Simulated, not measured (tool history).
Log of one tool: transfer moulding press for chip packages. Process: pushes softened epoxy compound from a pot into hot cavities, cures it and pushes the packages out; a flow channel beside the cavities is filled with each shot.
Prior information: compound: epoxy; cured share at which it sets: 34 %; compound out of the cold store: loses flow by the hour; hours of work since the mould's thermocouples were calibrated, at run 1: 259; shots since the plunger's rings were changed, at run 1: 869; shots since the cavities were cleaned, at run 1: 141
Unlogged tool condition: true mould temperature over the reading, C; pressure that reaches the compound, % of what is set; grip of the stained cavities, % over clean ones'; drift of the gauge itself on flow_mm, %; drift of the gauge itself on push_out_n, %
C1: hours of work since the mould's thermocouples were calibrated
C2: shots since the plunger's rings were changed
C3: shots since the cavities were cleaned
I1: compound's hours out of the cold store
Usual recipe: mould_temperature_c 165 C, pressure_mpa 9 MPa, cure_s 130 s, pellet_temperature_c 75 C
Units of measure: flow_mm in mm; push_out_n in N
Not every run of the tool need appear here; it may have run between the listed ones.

{"run": 1, "hour": 0.0, "mould_temperature_c": 165, "pressure_mpa": 9, "cure_s": 130, "pellet_temperature_c": 75, "C1": 259, "C2": 869, "C3": 141, "I1": 14.3, "flow_mm": 864, "push_out_n": 299}
{"run": 2, "hour": 9.8, "mould_temperature_c": 165, "pressure_mpa": 9, "cure_s": 130, "pellet_temperature_c": 75, "C1": 265, "C2": 959, "C3": 231, "I1": 12.3, "flow_mm": 882, "push_out_n": 339}
{"run": 3, "hour": 23.3, "mould_temperature_c": 165, "pressure_mpa": 9, "cure_s": 121, "pellet_temperature_c": 75, "C1": 273, "C2": 1083, "C3": 355, "I1": 45.3, "flow_mm": 737, "push_out_n": 381}
{"hour": 32.6, "done": "cavities cleaned with cleaning compound and waxed"}
{"run": 4, "hour": 37.1, "mould_temperature_c": 163, "pressure_mpa": 9, "cure_s": 130, "pellet_temperature_c": 75, "C1": 281, "C2": 1195, "C3": 42, "I1": 28.3, "flow_mm": 810, "push_out_n": 293}
{"run": 5, "hour": 44.5, "mould_temperature_c": 163, "pressure_mpa": 9, "cure_s": 130, "pellet_temperature_c": 75, "C1": 285, "C2": 1263, "C3": 110, "I1": 11, "flow_mm": 876, "push_out_n": 347}
{"run": 6, "hour": 56.8, "mould_temperature_c": 163, "pressure_mpa": 9, "cure_s": 130, "pellet_temperature_c": 75, "C1": 292, "C2": 1375, "C3": 222, "I1": 17.5, "flow_mm": 846, "push_out_n": 371}
{"run": 7, "hour": 66.5, "mould_temperature_c": 163, "pressure_mpa": 9, "cure_s": 130, "pellet_temperature_c": 75, "C1": 298, "C2": 1463, "C3": 310, "I1": 13.8, "flow_mm": 864, "push_out_n": 393}
{"run": 8, "hour": 76.0, "mould_temperature_c": 165, "pressure_mpa": 9, "cure_s": 130, "pellet_temperature_c": 66, "C1": 304, "C2": 1551, "C3": 398, "I1": 31.8, "flow_mm": 786, "push_out_n": 358}
{"hour": 79.9, "done": "cavities cleaned with cleaning compound and waxed"}
{"run": 9, "hour": 91.9, "mould_temperature_c": 165, "pressure_mpa": 9, "cure_s": 130, "pellet_temperature_c": 66, "C1": 312, "C2": 1682, "C3": 109, "I1": 42.1, "flow_mm": 734, "push_out_n": 286}
{"run": 10, "hour": 99.1, "mould_temperature_c": 172, "pressure_mpa": 9, "cure_s": 130, "pellet_temperature_c": 70, "C1": 317, "C2": 1748, "C3": 175, "I1": 12.6, "flow_mm": 823, "push_out_n": 273}

Run 11 is up next; what results do you expect?
{"run": 11, "hour": 111.8, "mould_temperature_c": 172, "pressure_mpa": 8.88, "cure_s": 124, "pellet_temperature_c": 74, "C1": 324, "C2": 1864, "C3": 291, "I1": 20.3, "flow_mm": "?", "push_out_n": "?"}

flow_mm: 791 mm
push_out_n: 294 N
The same run, on a tool lacking any hidden state, would have yielded flow_mm 814 mm, push_out_n 216 N.

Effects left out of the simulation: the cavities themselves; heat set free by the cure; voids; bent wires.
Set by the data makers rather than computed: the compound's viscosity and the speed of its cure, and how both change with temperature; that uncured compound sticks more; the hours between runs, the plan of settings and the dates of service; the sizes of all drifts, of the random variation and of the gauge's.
